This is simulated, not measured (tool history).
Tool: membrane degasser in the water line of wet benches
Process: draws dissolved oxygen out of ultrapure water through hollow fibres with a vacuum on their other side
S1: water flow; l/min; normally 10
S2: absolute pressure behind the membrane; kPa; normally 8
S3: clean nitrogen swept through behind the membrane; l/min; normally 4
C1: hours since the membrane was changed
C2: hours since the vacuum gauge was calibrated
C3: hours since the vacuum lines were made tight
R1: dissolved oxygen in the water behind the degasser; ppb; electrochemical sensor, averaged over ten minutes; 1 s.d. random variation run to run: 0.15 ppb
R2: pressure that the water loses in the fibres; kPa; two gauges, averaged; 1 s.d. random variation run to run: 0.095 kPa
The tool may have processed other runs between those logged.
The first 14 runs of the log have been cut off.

run,hour,S1,S2,S3,C1,C2,C3,R1,R2
15,689.1,10,8,4,2441,1284,7354,33.5,33.01
16,730.9,10,8,4,2483,1326,7396,33.3,33.07
17,766.5,11,9.33,4,2518,1362,7431,46.6,35.99
18,824.8,10,17.15,4,2577,1420,7490,92,32.93
19,864.8,10,10.5,4.56,2617,1460,7530,43.8,32.89
20,906.3,11,6.47,11.85,2658,1501,7571,11.4,36.38
21,942.1,11,5.9,5.73,2694,1537,7607,16.7,36.2
22,996.5,9,7.02,10.7,2748,1591,7661,10.4,29.66
23,1047.6,11,8,3.53,2799,1643,7712,41.9,36.33
# hour 1052: vacuum gauge calibrated
24,1095.4,11,8,3.53,2847,43,7760,41.7,36.37
25,1151.1,7,8,6.7,2902,99,7815,14.4,23.03
26,1217.7,12,11.54,7.6,2969,166,7882,38.4,39.6
27,1248.1,11,17.09,6.79,2999,196,7912,61.9,36.41
28,1303.5,10,15.32,2.13,3055,252,7968,145.5,33
29,1344.2,10,5.56,11.22,3096,292,8008,8.4,33.14
30,1409.9,10,19.93,1.69,3161,358,8074,246.4,33.08
# hour 1434.6: vacuum gauge calibrated, once more
31,1438.9,10,8,11.8,3190,4,8103,13.3,33.05
32,1487.4,9,9.32,2.28,3238,53,8151,63.9,29.56

3 options for the next run, each taken on its own from the tool as it stands now. Forecast them:
A,1536.2,7,9.32,2.28,3287,102,8200,?,?
B,1536.2,16,10.57,10.01,3287,102,8200,?,?
C,1536.2,7,9.32,2.28,3287,102,8200,?,?

run,R1,R2
A,50.2,22.97
B,39.6,52.69
C,50.5,22.99
Without the tool's unlogged condition, the same runs would have read:
run,R1,R2
A,47.2,22.77
B,38.2,52.22
C,47.4,22.79
